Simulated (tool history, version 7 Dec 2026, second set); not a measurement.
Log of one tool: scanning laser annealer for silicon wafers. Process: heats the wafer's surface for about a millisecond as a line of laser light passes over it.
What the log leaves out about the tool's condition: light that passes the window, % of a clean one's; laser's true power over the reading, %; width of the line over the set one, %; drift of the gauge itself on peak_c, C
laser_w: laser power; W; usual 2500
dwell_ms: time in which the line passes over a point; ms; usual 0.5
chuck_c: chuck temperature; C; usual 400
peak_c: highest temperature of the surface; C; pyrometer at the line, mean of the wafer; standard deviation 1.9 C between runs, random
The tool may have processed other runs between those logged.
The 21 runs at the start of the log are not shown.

| run | day | laser_w | dwell_ms | chuck_c | hours of work since the window was cleaned | hours of work since the power meter was calibrated | hours of work since the optics were aligned | peak_c |
|---|---|---|---|---|---|---|---|---|
| 22 | 11.95 | 2241 | 0.511 | 365 | 103 | 340 | 436 | 1105 |
| 23 | 12.258 | 2269 | 0.395 | 363 | 107 | 345 | 441 | 1013 |
| 24 | 12.792 | 2269 | 0.395 | 363 | 115 | 352 | 448 | 1016 |
| 25 | 13.546 | 2330 | 0.607 | 400 | 125 | 363 | 459 | 1248 |
| 26 | 14.046 | 2505 | 0.5 | 400 | 132 | 370 | 466 | 1225 |
| 27 | 14.4 | 2173 | 0.5 | 400 | 138 | 375 | 471 | 1108 |
| 28 | 14.762 | 2173 | 0.5 | 400 | 143 | 380 | 476 | 1109 |
| 29 | 15.279 | 2138 | 0.447 | 400 | 150 | 388 | 484 | 1057 |
| 30 | 15.812 | 2412 | 0.543 | 400 | 158 | 395 | 491 | 1232 |

Run 31 comes next. What will it give?
| 31 | 16.146 | 2412 | 0.543 | 400 | 162 | 400 | 496 | ? |

peak_c: 1225 C
Without the tool's hidden state the same run would have given peak_c 1239 C.
